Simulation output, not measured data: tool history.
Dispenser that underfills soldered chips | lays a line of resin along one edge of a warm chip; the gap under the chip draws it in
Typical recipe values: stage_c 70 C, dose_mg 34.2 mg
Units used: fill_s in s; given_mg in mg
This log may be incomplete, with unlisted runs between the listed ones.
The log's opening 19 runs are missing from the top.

run,day,stage_c,dose_mg,fill_s,given_mg
# day 5.679: new syringe of resin
20,5.683,70,40.5,100.5,35.85
21,6.033,70,40.5,120.1,35.69
# day 6.158: new syringe of resin
22,6.329,70,40.5,108,35.36
# day 6.521: dispensing valve cleaned and set on the balance
# day 6.692: new syringe of resin
23,6.738,70,40.5,101.3,40.29
24,6.958,85,40.6,54.4,40.32
# day 7.167: new syringe of resin
25,7.254,64,37,137.4,36.68
26,7.5,64,31.6,161.3,31.37
# day 7.642: new syringe of resin
27,7.925,64,31.6,159.6,30.94
# day 8.117: new syringe of resin
28,8.338,74,35.5,88.6,34.63
# day 8.612: new syringe of resin
29,8.646,74,35.5,80.8,34.39
30,9.054,66,43.9,148.6,42.36
# day 9.083: new syringe of resin
31,9.492,81,35.1,70.5,33.54
# day 9.571: new syringe of resin
32,9.817,84,35.3,56.3,33.66
# day 10.05: new syringe of resin
33,10.233,66,37.3,125.6,35.4
# day 10.542: new syringe of resin
34,10.6,55,40.7,219.5,38.35
# day 11.012: new syringe of resin
35,11.042,62,29.7,159.6,27.71
36,11.308,62,29.7,181.7,27.86

Branching from run 36: 3 alternative next runs. What would each branch give?
# day 11.479: new syringe of resin
A,11.625,82,42.4,?,?
# day 11.479: new syringe of resin
B,11.625,67,39.9,?,?
# day 11.479: new syringe of resin
C,11.625,81,29.8,?,?

run,fill_s,given_mg
A,56.3,39.36
B,119.8,36.89
C,63,27.74
Without the tool's hidden state the same runs would have given:
run,fill_s,given_mg
A,58.1,42.37
B,124.5,39.72
C,63.9,29.87
